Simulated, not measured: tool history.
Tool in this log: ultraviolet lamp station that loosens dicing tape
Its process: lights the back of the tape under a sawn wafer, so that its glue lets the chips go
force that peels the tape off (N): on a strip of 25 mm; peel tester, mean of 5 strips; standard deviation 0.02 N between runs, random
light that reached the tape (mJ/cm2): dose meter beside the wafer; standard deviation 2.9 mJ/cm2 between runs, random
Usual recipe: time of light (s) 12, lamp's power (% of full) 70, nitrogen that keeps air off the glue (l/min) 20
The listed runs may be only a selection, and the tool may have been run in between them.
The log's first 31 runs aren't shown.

run,hour,time of light (s),lamp's power (% of full),nitrogen that keeps air off the glue (l/min),hours of work of the lamp,hours of work since the window was cleaned,force that peels the tape off (N),light that reached the tape (mJ/cm2)
32,582.9,16,75,22,742,15,0.478,584
33,596.9,7,75,22,749,22,2.051,256
34,621.2,7,75,22,761,34,2.102,254
35,650.4,20,70,6,776,49,0.721,680
36,663.9,20,70,6,783,56,0.713,684
37,678,10,70,6,790,63,2.506,344
38,708.2,18,85,6,805,78,0.598,736
39,722.3,13,65,8,812,85,1.563,413
40,744.7,13,65,8,824,97,1.614,409
41,759.9,13,65,8,831,104,1.611,409
42,774.1,13,65,8,839,111,1.572,404

Each row is a separate what-if for the run after 42, all from the same tool condition, not one after another. Results?
A,799.8,22,98,36,851,124,?,?
B,799.8,12,88,7,851,124,?,?
C,799.8,13,82,8,851,124,?,?
D,799.8,15,75,27,851,124,?,?

run,force that peels the tape off (N),light that reached the tape (mJ/cm2)
A,0.244,1053
B,1.198,505
C,1.061,517
D,0.457,542
What these runs would have given with no unlogged condition in the tool:
run,force that peels the tape off (N),light that reached the tape (mJ/cm2)
A,0.244,1056
B,1.19,506
C,1.054,518
D,0.454,543
